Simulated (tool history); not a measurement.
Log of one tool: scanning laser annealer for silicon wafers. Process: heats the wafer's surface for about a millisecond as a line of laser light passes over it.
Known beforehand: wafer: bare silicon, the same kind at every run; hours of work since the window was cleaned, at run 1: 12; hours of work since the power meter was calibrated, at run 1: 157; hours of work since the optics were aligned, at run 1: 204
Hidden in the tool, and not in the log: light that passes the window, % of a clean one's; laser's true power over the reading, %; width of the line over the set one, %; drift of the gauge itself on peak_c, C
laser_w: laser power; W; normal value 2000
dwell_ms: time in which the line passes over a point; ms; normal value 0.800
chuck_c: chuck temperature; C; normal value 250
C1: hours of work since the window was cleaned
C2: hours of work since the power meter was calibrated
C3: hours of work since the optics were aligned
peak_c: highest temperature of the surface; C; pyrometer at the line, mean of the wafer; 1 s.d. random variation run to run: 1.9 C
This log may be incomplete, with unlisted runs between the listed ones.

run 1 hour=0.0 | laser_w=2000 dwell_ms=0.800 chuck_c=250 | C1=12 C2=157 C3=204 | peak_c=1089
run 2 hour=9.2 | laser_w=2000 dwell_ms=0.800 chuck_c=250 | C1=16 C2=161 C3=208 | peak_c=1090
run 3 hour=19.1 | laser_w=2000 dwell_ms=0.808 chuck_c=250 | C1=20 C2=165 C3=212 | peak_c=1096
run 4 hour=26.5 | laser_w=2000 dwell_ms=0.800 chuck_c=234 | C1=23 C2=168 C3=215 | peak_c=1071
run 5 hour=30.9 | laser_w=2000 dwell_ms=0.800 chuck_c=250 | C1=24 C2=170 C3=217 | peak_c=1087
run 6 hour=40.8 | laser_w=2000 dwell_ms=0.800 chuck_c=250 | C1=28 C2=174 C3=221 | peak_c=1089
run 7 hour=48.3 | laser_w=2000 dwell_ms=0.800 chuck_c=245 | C1=32 C2=177 C3=224 | peak_c=1080
run 8 hour=54.1 | laser_w=2000 dwell_ms=0.800 chuck_c=250 | C1=34 C2=179 C3=226 | peak_c=1086
run 9 hour=59.0 | laser_w=2000 dwell_ms=0.800 chuck_c=250 | C1=36 C2=181 C3=228 | peak_c=1090
run 10 hour=66.4 | laser_w=2000 dwell_ms=0.800 chuck_c=250 | C1=39 C2=184 C3=231 | peak_c=1088
run 11 hour=75.9 | laser_w=2000 dwell_ms=0.646 chuck_c=250 | C1=43 C2=188 C3=235 | peak_c=994
run 12 hour=84.6 | laser_w=2000 dwell_ms=0.604 chuck_c=250 | C1=46 C2=191 C3=239 | peak_c=967
run 13 hour=90.8 | laser_w=2000 dwell_ms=0.759 chuck_c=250 | C1=49 C2=194 C3=241 | peak_c=1062
run 14 hour=98.3 | laser_w=2000 dwell_ms=0.759 chuck_c=250 | C1=52 C2=197 C3=244 | peak_c=1063
run 15 hour=106.5 | laser_w=1926 dwell_ms=0.759 chuck_c=250 | C1=55 C2=200 C3=248 | peak_c=1029
run 16 hour=113.5 | laser_w=2000 dwell_ms=0.800 chuck_c=220 | C1=58 C2=203 C3=250 | peak_c=1057
run 17 hour=120.5 | laser_w=2000 dwell_ms=0.800 chuck_c=220 | C1=61 C2=206 C3=253 | peak_c=1055
run 18 hour=125.2 | laser_w=2000 dwell_ms=0.800 chuck_c=220 | C1=63 C2=208 C3=255 | peak_c=1053
run 19 hour=130.7 | laser_w=2000 dwell_ms=0.800 chuck_c=220 | C1=65 C2=210 C3=257 | peak_c=1054
run 20 hour=140.5 | laser_w=2000 dwell_ms=0.800 chuck_c=250 | C1=69 C2=214 C3=261 | peak_c=1085
run 21 hour=147.4 | laser_w=1899 dwell_ms=0.800 chuck_c=250 | C1=72 C2=217 C3=264 | peak_c=1040
run 22 hour=151.9 | laser_w=1899 dwell_ms=0.800 chuck_c=250 | C1=74 C2=219 C3=266 | peak_c=1039
run 23 hour=157.3 | laser_w=2000 dwell_ms=0.974 chuck_c=224 | C1=76 C2=221 C3=268 | peak_c=1155
run 24 hour=166.2 | laser_w=2023 dwell_ms=0.684 chuck_c=234 | C1=79 C2=225 C3=272 | peak_c=1006
run 25 hour=171.2 | laser_w=1735 dwell_ms=0.843 chuck_c=250 | C1=81 C2=227 C3=274 | peak_c=984
run 26 hour=179.8 | laser_w=1764 dwell_ms=0.838 chuck_c=287 | C1=85 C2=230 C3=277 | peak_c=1034
run 27 hour=188.7 | laser_w=1856 dwell_ms=0.682 chuck_c=260 | C1=88 C2=234 C3=281 | peak_c=960
run 28 hour=198.2 | laser_w=2000 dwell_ms=0.855 chuck_c=268 | C1=92 C2=238 C3=285 | peak_c=1135
run 29 hour=206.7 | laser_w=1998 dwell_ms=0.795 chuck_c=213 | C1=96 C2=241 C3=288 | peak_c=1043
run 30 hour=214.2 | laser_w=2002 dwell_ms=0.795 chuck_c=213 | C1=99 C2=244 C3=291 | peak_c=1040
run 31 hour=219.0 | laser_w=1869 dwell_ms=0.685 chuck_c=283 | C1=101 C2=246 C3=293 | peak_c=990
run 32 hour=226.3 | laser_w=1869 dwell_ms=0.685 chuck_c=283 | C1=104 C2=249 C3=296 | peak_c=992
run 33 hour=236.0 | laser_w=1878 dwell_ms=0.685 chuck_c=272 | C1=108 C2=253 C3=300 | peak_c=982
run 34 hour=245.8 | laser_w=1949 dwell_ms=0.794 chuck_c=250 | C1=112 C2=257 C3=304 | peak_c=1051
run 35 hour=253.8 | laser_w=2000 dwell_ms=0.777 chuck_c=225 | C1=115 C2=260 C3=307 | peak_c=1041
run 36 hour=258.8 | laser_w=2000 dwell_ms=0.777 chuck_c=225 | C1=117 C2=262 C3=309 | peak_c=1040
run 37 hour=266.0 | laser_w=2130 dwell_ms=0.750 chuck_c=250 | C1=120 C2=265 C3=312 | peak_c=1107
run 38 hour=270.3 | laser_w=2130 dwell_ms=0.750 chuck_c=250 | C1=122 C2=267 C3=314 | peak_c=1105
run 39 hour=279.5 | laser_w=2085 dwell_ms=0.620 chuck_c=250 | C1=125 C2=271 C3=318 | peak_c=999
run 40 hour=287.1 | laser_w=2077 dwell_ms=0.621 chuck_c=236 | C1=128 C2=274 C3=321 | peak_c=985
run 41 hour=293.9 | laser_w=1868 dwell_ms=0.562 chuck_c=284 | C1=131 C2=276 C3=324 | peak_c=915

Below are 4 alternative next runs, each starting from the tool's condition after run 41. Predict each:
run A hour=300.7 | laser_w=2168 dwell_ms=0.562 chuck_c=284 | C1=134 C2=279 C3=326 | peak_c=?
run B hour=300.7 | laser_w=1720 dwell_ms=0.604 chuck_c=250 | C1=134 C2=279 C3=326 | peak_c=?
run C hour=300.7 | laser_w=2080 dwell_ms=0.808 chuck_c=284 | C1=134 C2=279 C3=326 | peak_c=?
run D hour=300.7 | laser_w=2000 dwell_ms=0.592 chuck_c=250 | C1=134 C2=279 C3=326 | peak_c=?

run=A peak_c=1023
run=B peak_c=848
run=C peak_c=1153
run=D peak_c=951
Had the tool no hidden state, the same runs would have come out as:
run=A peak_c=1035
run=B peak_c=857
run=C peak_c=1166
run=D peak_c=961

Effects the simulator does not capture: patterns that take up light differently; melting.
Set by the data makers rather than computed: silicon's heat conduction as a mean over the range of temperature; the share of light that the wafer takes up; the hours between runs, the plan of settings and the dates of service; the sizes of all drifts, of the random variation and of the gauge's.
